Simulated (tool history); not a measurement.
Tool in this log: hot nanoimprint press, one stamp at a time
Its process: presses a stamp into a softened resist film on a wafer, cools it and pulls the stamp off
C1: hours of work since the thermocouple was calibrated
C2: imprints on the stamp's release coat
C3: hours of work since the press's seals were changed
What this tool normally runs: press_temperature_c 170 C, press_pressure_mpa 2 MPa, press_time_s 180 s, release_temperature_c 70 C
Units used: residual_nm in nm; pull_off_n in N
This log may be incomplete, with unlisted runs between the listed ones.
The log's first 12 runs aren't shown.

Run 13, hour 302.4: usual settings but press_pressure_mpa 2.71 MPa; C1 250; C2 483; C3 220. Result: residual_nm 82.7 nm, pull_off_n 116 N.
Run 14, hour 321.8: usual settings but release_temperature_c 63 C; C1 263; C2 577; C3 233. Result: residual_nm 95 nm, pull_off_n 137 N.
Run 15, hour 337.5: usual settings but release_temperature_c 63 C; C1 274; C2 654; C3 244. Result: residual_nm 94.7 nm, pull_off_n 145 N.
Run 16, hour 367.9: usual settings but press_temperature_c 164 C, press_pressure_mpa 2.03 MPa, press_time_s 95 s; C1 295; C2 803; C3 264. Result: residual_nm 160.8 nm, pull_off_n 133 N.
Run 17, hour 381.6: usual settings but press_temperature_c 176 C, press_pressure_mpa 1.51 MPa, press_time_s 235 s, release_temperature_c 76 C; C1 304; C2 870; C3 273. Result: residual_nm 70.3 nm, pull_off_n 112 N.
Run 18, hour 404.7: usual settings but press_temperature_c 176 C, press_pressure_mpa 1.51 MPa, press_time_s 235 s, release_temperature_c 76 C; C1 319; C2 983; C3 289. Result: residual_nm 71.3 nm, pull_off_n 116 N.
At hour 436.7: stamp cleaned and given a new release coat.
Run 19, hour 436.7: usual settings but press_temperature_c 176 C, press_pressure_mpa 1.51 MPa, press_time_s 235 s, release_temperature_c 76 C; C1 337; C2 0; C3 306. Result: residual_nm 71.4 nm, pull_off_n 92 N.
Run 20, hour 468.3: usual settings but press_temperature_c 176 C, press_pressure_mpa 1.51 MPa, press_time_s 235 s, release_temperature_c 76 C; C1 358; C2 154; C3 328. Result: residual_nm 71.7 nm, pull_off_n 94 N.
Run 21, hour 498.3: usual settings but press_temperature_c 176 C, press_pressure_mpa 1.51 MPa, press_time_s 121 s, release_temperature_c 67 C; C1 378; C2 301; C3 348. Result: residual_nm 94.3 nm, pull_off_n 114 N.
Run 22, hour 519: usual settings but press_temperature_c 166 C, press_pressure_mpa 2.81 MPa, press_time_s 121 s, release_temperature_c 67 C; C1 392; C2 402; C3 362. Result: residual_nm 122.8 nm, pull_off_n 120 N.
At hour 523.8: plate thermocouple calibrated.
Run 23, hour 548.5: usual settings but press_temperature_c 166 C, press_pressure_mpa 2.81 MPa, press_time_s 121 s, release_temperature_c 67 C; C1 17; C2 532; C3 380. Result: residual_nm 111.7 nm, pull_off_n 126 N.
Run 24, hour 580.6: usual settings but press_temperature_c 166 C, press_pressure_mpa 2.81 MPa, press_time_s 121 s, release_temperature_c 69 C; C1 38; C2 689; C3 401. Result: residual_nm 114.2 nm, pull_off_n 129 N.

The next listed run, before its measurement:
Run 25, hour 605.7: usual settings but press_temperature_c 161 C, release_temperature_c 71 C; C1 55; C2 811; C3 418. Result: residual_nm ?, pull_off_n ?.

residual_nm: 148.2 nm
pull_off_n: 124 N
Take away the tool's hidden state, keep the run-to-run variation as it was, and the same run would have given residual_nm 147.2 nm, pull_off_n 100 N.
